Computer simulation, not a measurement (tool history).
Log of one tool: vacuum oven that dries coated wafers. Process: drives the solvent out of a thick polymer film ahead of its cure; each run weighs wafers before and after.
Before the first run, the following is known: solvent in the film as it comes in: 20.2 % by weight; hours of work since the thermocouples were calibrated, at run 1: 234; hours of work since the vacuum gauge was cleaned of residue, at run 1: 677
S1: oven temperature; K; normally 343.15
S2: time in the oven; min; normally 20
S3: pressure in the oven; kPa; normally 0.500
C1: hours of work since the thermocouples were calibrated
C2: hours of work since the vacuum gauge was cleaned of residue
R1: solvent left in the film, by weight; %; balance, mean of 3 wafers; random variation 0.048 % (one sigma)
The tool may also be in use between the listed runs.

run   hour      S1  S2     S3   C1   C2     R1
  1    0.0  343.15  20  0.500  234  677   1.80
  2   21.8  343.15  20  0.500  245  688   1.73
  3   32.2  343.15  20  0.500  250  693   1.73
  4   50.0  343.15  17  0.500  259  702   2.30
  5   68.9  343.15  12  0.500  269  712   3.78
  6   90.7  343.15  17  0.500  280  723   2.23
  7  104.2  343.15  17  0.500  287  730   2.17
  8  128.1  343.15  15  0.500  300  742   2.70
  9  151.5  343.15  15  0.500  312  754   2.73
 10  169.5  343.15  15  0.500  321  764   2.65
 11  192.6  343.15  15  0.500  333  775   2.74
 12  206.2  343.15  15  0.500  340  782   2.76
 13  223.1  343.15  15  0.500  348  791   2.66
 14  236.4  351.15  15  0.493  355  798   0.83
 15  253.2  335.15  17  1.724  364  807   7.20
 16  273.0  335.15  17  1.724  374  817   7.12
 17  298.1  340.15  11  1.173  387  830   6.23
 18  322.8  328.15  14  0.743  399  842  10.58
 19  337.7  334.15  12  0.743  407  850   8.50
 20  354.5  357.15  20  0.684  416  859   0.49
 21  372.4  354.15  14  0.319  425  868   0.48
 22  387.8  354.15  14  0.319  433  876   0.44
 23  406.3  352.15  32  1.469  442  885   1.14
 24  431.5  352.15  19  1.469  455  898   1.24
 25  455.3  352.15  20  0.958  467  910   0.81
 26  473.2  352.15  20  0.958  477  919   0.83

Measured less the same run without the tool's hidden state. The same run-to-run variation is in both; the gauge's scatter may not be:
Hidden state at play: true wafer temperature over the reading, C; true pressure over the reading, kPa; drift of the gauge itself on solvent_pct, %.
run     R1
  1  -0.11
  2  -0.10
  3  -0.11
  4  -0.16
  5  -0.27
  6  -0.18
  7  -0.18
  8  -0.23
  9  -0.23
 10  -0.23
 11  -0.25
 12  -0.25
 13  -0.25
 14  -0.03
 15  -0.39
 16  -0.39
 17  -0.41
 18  -0.33
 19  -0.40
 20  +0.06
 21  +0.01
 22  +0.01
 23  +0.04
 24  +0.00
 25  +0.04
 26  +0.03
